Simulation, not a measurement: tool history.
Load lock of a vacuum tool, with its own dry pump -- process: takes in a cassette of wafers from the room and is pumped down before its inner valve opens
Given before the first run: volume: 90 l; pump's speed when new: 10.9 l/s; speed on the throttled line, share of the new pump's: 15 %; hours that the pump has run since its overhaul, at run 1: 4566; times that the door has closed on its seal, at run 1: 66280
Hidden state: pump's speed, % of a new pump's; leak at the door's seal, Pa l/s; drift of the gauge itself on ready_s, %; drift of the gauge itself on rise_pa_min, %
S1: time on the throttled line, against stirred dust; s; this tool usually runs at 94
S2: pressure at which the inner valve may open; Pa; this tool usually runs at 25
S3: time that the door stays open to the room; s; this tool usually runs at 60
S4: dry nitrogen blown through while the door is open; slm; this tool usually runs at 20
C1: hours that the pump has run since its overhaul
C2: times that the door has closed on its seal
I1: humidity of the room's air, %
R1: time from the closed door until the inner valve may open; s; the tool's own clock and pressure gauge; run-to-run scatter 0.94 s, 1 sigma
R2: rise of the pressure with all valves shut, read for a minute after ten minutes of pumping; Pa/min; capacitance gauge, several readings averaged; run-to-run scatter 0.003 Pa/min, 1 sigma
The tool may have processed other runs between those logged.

run    hour   S1  S2   S3  S4     C1     C2    I1     R1     R2
  1       0   94  25   60  20   4566  66280  41.1  153.7  0.158
  2   373.8   94  25   60  20   4940  67853  45.5  154.5  0.158
  3   621.5   94  25   60  20   5188  68896    37  155.4  0.161
  4   858.7   94  25   60  20   5425  69894  43.8  155.4   0.16
  5  1282.3   94  25   60  20   5849  71677    46  156.2  0.169
     1540.9  -- door's seal changed, seat wiped
  6  1649.6   94  25   60  22   6215    458  45.4  155.1  0.021
  7  2076.5   94  25   60  22   6642   2254  45.2    156  0.026
  8  2379.6   94  32   60  22   6945   3530  46.4  154.6  0.015
  9  2788.8   94  25   60  20   7354   5252  46.8  156.9  0.024
 10  2998.7   94  25   60  20   7564   6135  46.5  155.9  0.025
 11  3264.2   94  21   60  20   7829   7253  46.8  158.4  0.028
 12  3454.6   94  25   60  20   8020   8054  45.7  158.8  0.033
 13  3687.4   94  46   60  20   8252   9034  45.3  153.3  0.032
 14  4098.1   94  25   60  20   8663  10762  46.7  159.6  0.036
 15  4278.6   94  25   60  20   8844  11522  42.5  159.1  0.029
 16  4568.3   63  25   60  20   9133  12741  44.7  134.8  0.031
 17  4788.1  140  39   77  10   9353  13666  43.7  193.3  0.041
 18  5167.5  140  39   77  10   9732  15263  43.9  194.2  0.045
 19  5399.2   94  25  101   6   9964  16238  41.7  161.2  0.059
 20  5816.7   94  25  101  32  10382  17995    43    161  0.038
 21  6103.8   94  25   60  21  10669  19203  46.6  162.4  0.036
 22  6528.3   94  25  141  20  11093  20989  42.8  161.7  0.055
 23  6736.6   94  25  141  20  11302  21866  47.4  163.2  0.062
 24  6930.5   88  25   60  20  11495  22682  43.2  158.9  0.042
 25  7209.1   88  25   60  20  11774  23855  43.3  158.7  0.047
 26  7631.7   88  25   60  20  12197  25633  47.1  158.1  0.048
 27  7836.2   88  25   60  20  12401  26494  46.5  157.9   0.05
 28  8255.6   88  25   60  20  12821  28259  41.4  158.1   0.05
 29  8634.7   94  40   58  40  13200  29854  43.2  161.7  0.048
 30  9032.5   99  25   83   5  13597  31529  47.1  170.5  0.084
 31  9268.9  107  27   60  24  13834  32524  43.2  175.2  0.056
 32  9470.9   80  25  191  20  14036  33374  44.3    157  0.085

How would selected steps in R1 from run to run divide? Give the signed amount a tool lacking its hidden state would still show from settings, what came in and random variation, and the signed amount left for the hidden state, including any gauge scatter that is not in both of the compared results.
Run 15 -> 16: S1 94 -> 63. R1 -24.3 s: hidden state +1.1, all else -25.4.
Run 16 -> 17: S1 63 -> 140, S2 25 -> 39, S3 60 -> 77, S4 20 -> 10. R1 +58.5 s: hidden state -2.6, all else +61.1.
Run 18 -> 19: S1 140 -> 94, S2 39 -> 25, S3 77 -> 101, S4 10 -> 6. R1 -33 s: hidden state +2.6, all else -35.6.
Run 31 -> 32: S1 107 -> 80, S2 27 -> 25, S3 60 -> 191, S4 24 -> 20. R1 -18.2 s: hidden state +2, all else -20.2.
